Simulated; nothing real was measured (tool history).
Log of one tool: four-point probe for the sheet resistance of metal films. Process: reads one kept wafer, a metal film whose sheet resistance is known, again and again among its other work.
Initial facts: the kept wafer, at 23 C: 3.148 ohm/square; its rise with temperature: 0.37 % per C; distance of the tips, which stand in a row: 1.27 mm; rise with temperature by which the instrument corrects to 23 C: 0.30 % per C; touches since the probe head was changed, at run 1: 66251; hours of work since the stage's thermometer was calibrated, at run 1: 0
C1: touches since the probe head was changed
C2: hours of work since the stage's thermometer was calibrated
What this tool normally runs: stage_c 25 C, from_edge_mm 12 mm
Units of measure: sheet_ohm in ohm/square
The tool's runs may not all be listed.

{"run": 1, "hour": 0.0, "stage_c": 25, "from_edge_mm": 12, "C1": 66251, "C2": 0, "sheet_ohm": 3.184303}
{"run": 2, "hour": 90.3, "stage_c": 25, "from_edge_mm": 12, "C1": 67863, "C2": 55, "sheet_ohm": 3.184297}
{"run": 3, "hour": 151.7, "stage_c": 28, "from_edge_mm": 12, "C1": 68959, "C2": 92, "sheet_ohm": 3.190826}
{"run": 4, "hour": 216.7, "stage_c": 19, "from_edge_mm": 12, "C1": 70119, "C2": 132, "sheet_ohm": 3.173868}
{"run": 5, "hour": 285.3, "stage_c": 25, "from_edge_mm": 12, "C1": 71342, "C2": 173, "sheet_ohm": 3.185665}
{"run": 6, "hour": 333.1, "stage_c": 25, "from_edge_mm": 12, "C1": 72195, "C2": 202, "sheet_ohm": 3.186432}
{"run": 7, "hour": 385.0, "stage_c": 25, "from_edge_mm": 12, "C1": 73122, "C2": 234, "sheet_ohm": 3.186324}
{"run": 8, "hour": 478.9, "stage_c": 25, "from_edge_mm": 12, "C1": 74798, "C2": 291, "sheet_ohm": 3.186816}
{"run": 9, "hour": 578.4, "stage_c": 25, "from_edge_mm": 12, "C1": 76573, "C2": 351, "sheet_ohm": 3.18702}
{"run": 10, "hour": 653.1, "stage_c": 25, "from_edge_mm": 5, "C1": 77907, "C2": 397, "sheet_ohm": 3.27514}
{"run": 11, "hour": 711.2, "stage_c": 26, "from_edge_mm": 12, "C1": 78943, "C2": 432, "sheet_ohm": 3.18992}
{"run": 12, "hour": 795.3, "stage_c": 26, "from_edge_mm": 12, "C1": 80444, "C2": 483, "sheet_ohm": 3.190832}
{"run": 13, "hour": 887.9, "stage_c": 26, "from_edge_mm": 9, "C1": 82097, "C2": 540, "sheet_ohm": 3.205487}
{"run": 14, "hour": 949.7, "stage_c": 34, "from_edge_mm": 12, "C1": 83200, "C2": 577, "sheet_ohm": 3.205704}
{"run": 15, "hour": 1016.7, "stage_c": 34, "from_edge_mm": 4, "C1": 84395, "C2": 618, "sheet_ohm": 3.351622}
{"run": 16, "hour": 1083.5, "stage_c": 34, "from_edge_mm": 4, "C1": 85588, "C2": 658, "sheet_ohm": 3.352259}
{"run": 17, "hour": 1166.8, "stage_c": 34, "from_edge_mm": 4, "C1": 87074, "C2": 709, "sheet_ohm": 3.350709}
{"run": 18, "hour": 1209.3, "stage_c": 22, "from_edge_mm": 21, "C1": 87832, "C2": 735, "sheet_ohm": 3.171435}
{"run": 19, "hour": 1298.7, "stage_c": 19, "from_edge_mm": 6, "C1": 89429, "C2": 789, "sheet_ohm": 3.233078}
{"run": 20, "hour": 1397.0, "stage_c": 19, "from_edge_mm": 6, "C1": 91184, "C2": 849, "sheet_ohm": 3.235225}
{"run": 21, "hour": 1459.0, "stage_c": 20, "from_edge_mm": 19, "C1": 92290, "C2": 887, "sheet_ohm": 3.170491}
{"run": 22, "hour": 1524.8, "stage_c": 20, "from_edge_mm": 3, "C1": 93465, "C2": 927, "sheet_ohm": 3.439357}
{"run": 23, "hour": 1602.5, "stage_c": 29, "from_edge_mm": 3, "C1": 94851, "C2": 974, "sheet_ohm": 3.458697}
{"run": 24, "hour": 1658.4, "stage_c": 33, "from_edge_mm": 27, "C1": 95847, "C2": 1008, "sheet_ohm": 3.191937}

Branching from run 24: 4 alternative next runs. What would each branch give?
{"run": "A", "hour": 1755.5, "stage_c": 22, "from_edge_mm": 45, "C1": 97582, "C2": 1067, "sheet_ohm": "?"}
{"run": "B", "hour": 1755.5, "stage_c": 22, "from_edge_mm": 15, "C1": 97582, "C2": 1067, "sheet_ohm": "?"}
{"run": "C", "hour": 1755.5, "stage_c": 23, "from_edge_mm": 39, "C1": 97582, "C2": 1067, "sheet_ohm": "?"}
{"run": "D", "hour": 1755.5, "stage_c": 29, "from_edge_mm": 18, "C1": 97582, "C2": 1067, "sheet_ohm": "?"}

run=A sheet_ohm=3.170252
run=B sheet_ohm=3.179782
run=C sheet_ohm=3.173093
run=D sheet_ohm=3.189785
Had the tool no hidden state, the same runs would have come out as:
run=A sheet_ohm=3.148292
run=B sheet_ohm=3.157762
run=C sheet_ohm=3.15112
run=D sheet_ohm=3.167731
